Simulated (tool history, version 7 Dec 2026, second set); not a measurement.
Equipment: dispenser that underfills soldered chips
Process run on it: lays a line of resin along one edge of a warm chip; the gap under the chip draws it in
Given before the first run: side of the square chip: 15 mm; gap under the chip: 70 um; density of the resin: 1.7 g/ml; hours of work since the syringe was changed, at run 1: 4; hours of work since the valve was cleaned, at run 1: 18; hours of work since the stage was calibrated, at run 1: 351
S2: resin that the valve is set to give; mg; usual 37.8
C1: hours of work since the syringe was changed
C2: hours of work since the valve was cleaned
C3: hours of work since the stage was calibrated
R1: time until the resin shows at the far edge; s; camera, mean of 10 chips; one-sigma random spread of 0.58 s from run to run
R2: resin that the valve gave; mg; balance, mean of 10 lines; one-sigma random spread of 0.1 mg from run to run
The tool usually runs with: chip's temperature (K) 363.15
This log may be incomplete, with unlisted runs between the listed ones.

run 1 hour=0.0 | chip's_temperature_(K)=363.15 S2=37.8 | C1=4 C2=18 C3=351 | R1=63.5 R2=37.38
-- hour=6.5 new syringe of resin
run 2 hour=14.8 | chip's_temperature_(K)=363.15 S2=37.8 | C1=5 C2=27 C3=359 | R1=68.0 R2=37.15
-- hour=20.8 new syringe of resin
run 3 hour=26.2 | chip's_temperature_(K)=363.15 S2=37.8 | C1=3 C2=34 C3=366 | R1=63.0 R2=37.16
-- hour=34.2 new syringe of resin
run 4 hour=36.8 | chip's_temperature_(K)=363.15 S2=37.8 | C1=2 C2=40 C3=372 | R1=56.8 R2=36.88
run 5 hour=45.0 | chip's_temperature_(K)=365.15 S2=37.8 | C1=7 C2=45 C3=377 | R1=65.3 R2=36.92
-- hour=48.3 new syringe of resin
run 6 hour=58.8 | chip's_temperature_(K)=363.15 S2=39.3 | C1=6 C2=53 C3=386 | R1=71.5 R2=38.05
-- hour=61.3 dispensing valve cleaned and set on the balance
-- hour=63.6 new syringe of resin
run 7 hour=74.0 | chip's_temperature_(K)=363.15 S2=39.3 | C1=6 C2=7 C3=394 | R1=71.5 R2=38.89
-- hour=76.9 new syringe of resin
run 8 hour=84.7 | chip's_temperature_(K)=363.15 S2=39.3 | C1=5 C2=14 C3=400 | R1=65.6 R2=38.85
-- hour=90.7 new syringe of resin
run 9 hour=95.2 | chip's_temperature_(K)=377.15 S2=37.8 | C1=3 C2=20 C3=406 | R1=32.5 R2=37.32
run 10 hour=103.0 | chip's_temperature_(K)=350.15 S2=37.8 | C1=7 C2=25 C3=411 | R1=148.3 R2=37.04
-- hour=104.1 new syringe of resin
run 11 hour=116.2 | chip's_temperature_(K)=350.15 S2=48.9 | C1=7 C2=32 C3=419 | R1=134.6 R2=47.90
-- hour=117.6 new syringe of resin
run 12 hour=129.4 | chip's_temperature_(K)=363.15 S2=40.5 | C1=7 C2=40 C3=427 | R1=74.9 R2=39.35
-- hour=131.3 new syringe of resin
run 13 hour=139.3 | chip's_temperature_(K)=363.15 S2=32.3 | C1=5 C2=46 C3=432 | R1=69.9 R2=31.36
-- hour=145.3 new syringe of resin
run 14 hour=147.5 | chip's_temperature_(K)=367.15 S2=37.8 | C1=1 C2=51 C3=437 | R1=47.6 R2=36.53
-- hour=153.0 dispensing valve cleaned and set on the balance
run 15 hour=158.3 | chip's_temperature_(K)=367.15 S2=37.8 | C1=7 C2=3 C3=443 | R1=62.0 R2=37.64
-- hour=160.0 new syringe of resin
run 16 hour=167.5 | chip's_temperature_(K)=370.15 S2=37.8 | C1=5 C2=9 C3=449 | R1=47.6 R2=37.57
-- hour=174.2 new syringe of resin
run 17 hour=179.2 | chip's_temperature_(K)=370.15 S2=37.8 | C1=3 C2=15 C3=455 | R1=43.7 R2=37.25
-- hour=188.6 new syringe of resin
run 18 hour=190.2 | chip's_temperature_(K)=370.15 S2=37.8 | C1=1 C2=22 C3=462 | R1=39.5 R2=37.27
-- hour=202.4 new syringe of resin
run 19 hour=203.8 | chip's_temperature_(K)=370.15 S2=37.8 | C1=1 C2=30 C3=470 | R1=39.5 R2=37.20
-- hour=216.1 new syringe of resin
run 20 hour=217.4 | chip's_temperature_(K)=356.15 S2=34.2 | C1=1 C2=38 C3=478 | R1=81.4 R2=33.32
run 21 hour=223.3 | chip's_temperature_(K)=368.15 S2=37.8 | C1=4 C2=42 C3=482 | R1=52.1 R2=36.87
-- hour=230.3 new syringe of resin
run 22 hour=236.6 | chip's_temperature_(K)=368.15 S2=37.8 | C1=4 C2=49 C3=489 | R1=51.1 R2=36.65
-- hour=243.6 new syringe of resin
-- hour=244.6 dispensing valve cleaned and set on the balance
run 23 hour=252.7 | chip's_temperature_(K)=362.15 S2=35.4 | C1=5 C2=5 C3=498 | R1=73.0 R2=35.25
-- hour=259.0 new syringe of resin
run 24 hour=259.8 | chip's_temperature_(K)=354.15 S2=44.6 | C1=0 C2=9 C3=502 | R1=81.3 R2=44.30
run 25 hour=271.1 | chip's_temperature_(K)=363.15 S2=37.6 | C1=7 C2=16 C3=509 | R1=74.8 R2=37.14
-- hour=272.3 new syringe of resin
run 26 hour=278.6 | chip's_temperature_(K)=363.15 S2=37.6 | C1=4 C2=20 C3=514 | R1=65.0 R2=37.24
-- hour=286.0 new syringe of resin
run 27 hour=287.0 | chip's_temperature_(K)=363.15 S2=32.8 | C1=1 C2=25 C3=518 | R1=57.4 R2=32.30
run 28 hour=295.4 | chip's_temperature_(K)=358.15 S2=38.0 | C1=6 C2=30 C3=524 | R1=91.8 R2=37.43
-- hour=299.4 new syringe of resin
run 29 hour=309.8 | chip's_temperature_(K)=357.15 S2=44.0 | C1=6 C2=39 C3=532 | R1=97.1 R2=42.79
-- hour=312.8 new syringe of resin
run 30 hour=319.2 | chip's_temperature_(K)=362.15 S2=34.5 | C1=4 C2=44 C3=538 | R1=71.6 R2=33.55

What will run 31 give?
-- hour=326.9 new syringe of resin
run 31 hour=327.0 | chip's_temperature_(K)=373.15 S2=34.5 | C1=0 C2=49 C3=542 | R1=? R2=?

Run 31 gave R1 34.7 s, R2 33.41 mg.
With no hidden state in the tool, this same run would have given R1 30.8 s, R2 34.50 mg.
